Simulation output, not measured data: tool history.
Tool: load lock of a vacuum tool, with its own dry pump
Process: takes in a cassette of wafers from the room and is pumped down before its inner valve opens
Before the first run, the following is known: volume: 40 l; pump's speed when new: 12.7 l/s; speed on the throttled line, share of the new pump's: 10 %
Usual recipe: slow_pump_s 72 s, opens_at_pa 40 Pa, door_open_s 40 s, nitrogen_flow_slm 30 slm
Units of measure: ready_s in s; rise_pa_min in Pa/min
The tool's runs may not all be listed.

run	hour	slow_pump_s	opens_at_pa	door_open_s	nitrogen_flow_slm	incoming humidity of the room's air, %	ready_s	rise_pa_min
1	0	72	40	40	30	46.5	89.5	0.021
2	157.2	72	40	40	30	44.8	90.1	0.021
3	346.2	72	40	40	30	46	90.1	0.018
4	445.9	72	40	40	30	42	90.3	0.022
5	578.6	72	40	40	30	43.3	89.8	0.023
6	730.9	72	40	40	30	43.3	89.3	0.024
7	910.9	72	40	40	30	42	89.4	0.017
8	1027.3	72	40	40	30	45.9	90	0.017
9	1186.4	72	40	40	30	45.1	89.7	0.02
10	1282.5	72	58	40	30	46.6	88.9	0.022
11	1387.8	72	58	40	30	45.5	88.4	0.026
12	1571.8	72	58	40	30	43.7	88.3	0.023
13	1740.5	72	58	40	30	44.6	88.4	0.019
14	1859.5	72	58	40	30	43.7	88.6	0.014
15	1983.1	72	58	40	30	48.7	88.5	0.022
16	2071.8	72	40	40	6	46.1	89.8	0.045
17	2197.4	72	40	40	6	46.6	90.2	0.044
18	2305.4	72	40	40	6	44.6	89.3	0.045
19	2424.9	72	40	40	30	41.6	90	0.019
20	2537.2	83	66	129	30	44.7	97.8	0.034
21	2618.4	83	66	129	30	44.3	97.8	0.038
22	2768.3	72	54	40	30	44.2	88.9	0.024
23	2960	93	29	28	23	44.3	109.5	0.019
24	3114.3	119	67	39	4	45.5	130.5	0.053
25	3291.1	119	67	39	4	43.7	130.7	0.052
26	3461	119	42	39	29	43.6	131.9	0.014
27	3606.1	72	40	40	9	45	89.8	0.036
28	3802.2	52	47	40	6	45.8	71.3	0.048
29	3891.5	45	40	114	30	42.5	65.6	0.035
30	4000.5	45	40	114	30	46.9	65.6	0.034
31	4185.9	45	40	114	30	42.8	65.4	0.035
32	4336.7	72	31	40	19	42	90.4	0.026
33	4488.8	110	53	51	31	47.4	122.6	0.023
34	4614.4	142	40	40	30	42.2	152.7	0.016
35	4754.9	72	38	40	30	47.1	89.8	0.02
36	4908.5	72	38	40	30	42.2	89.8	0.024
37	5023.6	141	40	40	30	45.1	152.7	0.019

Forecast each of these 4 alternatives for the next run:
A	5203.3	39	40	40	25	48.2	?	?
B	5203.3	137	40	39	10	44.8	?	?
C	5203.3	72	37	40	30	46.9	?	?
D	5203.3	141	38	40	30	42.9	?	?

run	ready_s	rise_pa_min
A	59.9	0.021
B	147.5	0.039
C	90	0.02
D	152.8	0.02
Without the tool's hidden state the same runs would have given:
run	ready_s	rise_pa_min
A	59.9	0.021
B	147.5	0.038
C	90	0.02
D	152.8	0.02

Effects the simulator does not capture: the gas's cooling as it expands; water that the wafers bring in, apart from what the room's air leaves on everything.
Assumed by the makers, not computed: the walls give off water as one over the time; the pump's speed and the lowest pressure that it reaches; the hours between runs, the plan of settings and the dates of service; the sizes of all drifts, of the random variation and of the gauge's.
